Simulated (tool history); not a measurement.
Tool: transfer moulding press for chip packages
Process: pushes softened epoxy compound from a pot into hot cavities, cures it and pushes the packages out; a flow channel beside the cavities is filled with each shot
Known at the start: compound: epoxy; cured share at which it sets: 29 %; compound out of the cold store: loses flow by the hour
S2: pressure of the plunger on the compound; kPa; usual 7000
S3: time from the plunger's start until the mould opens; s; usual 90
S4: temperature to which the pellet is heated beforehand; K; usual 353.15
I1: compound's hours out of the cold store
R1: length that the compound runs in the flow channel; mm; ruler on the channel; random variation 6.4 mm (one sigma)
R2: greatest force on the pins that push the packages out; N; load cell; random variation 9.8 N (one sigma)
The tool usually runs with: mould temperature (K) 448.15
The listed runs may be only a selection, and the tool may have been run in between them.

{"run": 1, "day": 0.0, "mould temperature (K)": 448.15, "S2": 7000, "S3": 90, "S4": 353.15, "I1": 45.1, "R1": 764, "R2": 455}
{"run": 2, "day": 1.275, "mould temperature (K)": 448.15, "S2": 7000, "S3": 90, "S4": 353.15, "I1": 29.5, "R1": 784, "R2": 682}
{"day": 1.946, "done": "cavities cleaned with cleaning compound and waxed"}
{"run": 3, "day": 2.446, "mould temperature (K)": 448.15, "S2": 7000, "S3": 90, "S4": 353.15, "I1": 47.0, "R1": 738, "R2": 500}
{"run": 4, "day": 3.208, "mould temperature (K)": 448.15, "S2": 7000, "S3": 90, "S4": 353.15, "I1": 42.9, "R1": 748, "R2": 621}
{"run": 5, "day": 3.954, "mould temperature (K)": 448.15, "S2": 7000, "S3": 104, "S4": 353.15, "I1": 44.2, "R1": 744, "R2": 631}
{"day": 4.154, "done": "cavities cleaned with cleaning compound and waxed"}
{"run": 6, "day": 4.6, "mould temperature (K)": 448.15, "S2": 7000, "S3": 90, "S4": 357.15, "I1": 15.1, "R1": 791, "R2": 489}
{"run": 7, "day": 5.796, "mould temperature (K)": 448.15, "S2": 7000, "S3": 90, "S4": 357.15, "I1": 24.2, "R1": 768, "R2": 670}
{"day": 6.408, "done": "cavities cleaned with cleaning compound and waxed"}
{"run": 8, "day": 6.721, "mould temperature (K)": 448.15, "S2": 7000, "S3": 90, "S4": 353.15, "I1": 31.1, "R1": 748, "R2": 458}
{"run": 9, "day": 7.871, "mould temperature (K)": 448.15, "S2": 7000, "S3": 90, "S4": 353.15, "I1": 27.9, "R1": 747, "R2": 645}
{"day": 8.642, "done": "cavities cleaned with cleaning compound and waxed"}
{"run": 10, "day": 8.933, "mould temperature (K)": 448.15, "S2": 7000, "S3": 90, "S4": 353.15, "I1": 47.2, "R1": 716, "R2": 475}
{"run": 11, "day": 9.767, "mould temperature (K)": 448.15, "S2": 7230, "S3": 90, "S4": 353.15, "I1": 16.1, "R1": 769, "R2": 590}
{"day": 10.808, "done": "cavities cleaned with cleaning compound and waxed"}
{"run": 12, "day": 10.808, "mould temperature (K)": 448.15, "S2": 7000, "S3": 90, "S4": 353.15, "I1": 26.1, "R1": 736, "R2": 388}
{"run": 13, "day": 12.012, "mould temperature (K)": 448.15, "S2": 7000, "S3": 90, "S4": 353.15, "I1": 14.7, "R1": 752, "R2": 622}
{"day": 12.217, "done": "mould's thermocouples calibrated"}
{"day": 13.121, "done": "cavities cleaned with cleaning compound and waxed"}
{"run": 14, "day": 13.121, "mould temperature (K)": 448.15, "S2": 7000, "S3": 90, "S4": 353.15, "I1": 41.8, "R1": 707, "R2": 405}
{"run": 15, "day": 14.129, "mould temperature (K)": 444.15, "S2": 7000, "S3": 90, "S4": 353.15, "I1": 42.3, "R1": 721, "R2": 830}
{"day": 14.846, "done": "plunger's sealing rings changed"}
{"run": 16, "day": 14.883, "mould temperature (K)": 448.15, "S2": 7000, "S3": 90, "S4": 352.15, "I1": 39.9, "R1": 809, "R2": 711}
{"day": 15.408, "done": "cavities cleaned with cleaning compound and waxed"}
{"run": 17, "day": 15.688, "mould temperature (K)": 448.15, "S2": 7000, "S3": 90, "S4": 352.15, "I1": 9.5, "R1": 867, "R2": 525}
{"run": 18, "day": 16.521, "mould temperature (K)": 448.15, "S2": 6710, "S3": 90, "S4": 362.15, "I1": 36.9, "R1": 792, "R2": 641}
{"day": 17.612, "done": "cavities cleaned with cleaning compound and waxed"}
{"run": 19, "day": 17.679, "mould temperature (K)": 443.15, "S2": 6710, "S3": 90, "S4": 362.15, "I1": 19.5, "R1": 846, "R2": 645}
{"run": 20, "day": 18.692, "mould temperature (K)": 448.15, "S2": 7000, "S3": 112, "S4": 353.15, "I1": 31.7, "R1": 789, "R2": 507}
{"run": 21, "day": 19.208, "mould temperature (K)": 445.15, "S2": 8350, "S3": 112, "S4": 353.15, "I1": 43.2, "R1": 867, "R2": 633}
{"day": 19.779, "done": "cavities cleaned with cleaning compound and waxed"}
{"run": 22, "day": 20.083, "mould temperature (K)": 448.15, "S2": 8670, "S3": 102, "S4": 353.15, "I1": 10.6, "R1": 938, "R2": 415}
{"run": 23, "day": 20.671, "mould temperature (K)": 453.15, "S2": 5770, "S3": 102, "S4": 351.15, "I1": 20.8, "R1": 726, "R2": 482}
{"run": 24, "day": 21.262, "mould temperature (K)": 453.15, "S2": 5770, "S3": 102, "S4": 351.15, "I1": 34.9, "R1": 687, "R2": 536}
{"day": 21.95, "done": "cavities cleaned with cleaning compound and waxed"}
{"run": 25, "day": 21.95, "mould temperature (K)": 443.15, "S2": 7000, "S3": 103, "S4": 353.15, "I1": 30.2, "R1": 801, "R2": 455}
{"run": 26, "day": 22.875, "mould temperature (K)": 441.15, "S2": 6610, "S3": 74, "S4": 346.15, "I1": 18.9, "R1": 834, "R2": 1684}
{"run": 27, "day": 23.471, "mould temperature (K)": 446.15, "S2": 7000, "S3": 87, "S4": 360.15, "I1": 10.7, "R1": 828, "R2": 888}
{"day": 24.15, "done": "cavities cleaned with cleaning compound and waxed"}
{"run": 28, "day": 24.229, "mould temperature (K)": 446.15, "S2": 7000, "S3": 87, "S4": 360.15, "I1": 23.5, "R1": 808, "R2": 526}

3 ways to go on from here, each from the tool as it stands after run 28. What would each give?
{"run": "A", "day": 24.842, "mould temperature (K)": 455.15, "S2": 7000, "S3": 71, "S4": 353.15, "I1": 41.9, "R1": "?", "R2": "?"}
{"run": "B", "day": 24.842, "mould temperature (K)": 455.15, "S2": 7000, "S3": 125, "S4": 353.15, "I1": 38.8, "R1": "?", "R2": "?"}
{"run": "C", "day": 24.842, "mould temperature (K)": 446.15, "S2": 7000, "S3": 87, "S4": 348.15, "I1": 45.3, "R1": "?", "R2": "?"}

run=A R1=724 R2=592
run=B R1=738 R2=424
run=C R1=754 R2=711
Without the tool's unlogged condition, the same runs would have read:
run=A R1=775 R2=447
run=B R1=789 R2=311
run=C R1=807 R2=543

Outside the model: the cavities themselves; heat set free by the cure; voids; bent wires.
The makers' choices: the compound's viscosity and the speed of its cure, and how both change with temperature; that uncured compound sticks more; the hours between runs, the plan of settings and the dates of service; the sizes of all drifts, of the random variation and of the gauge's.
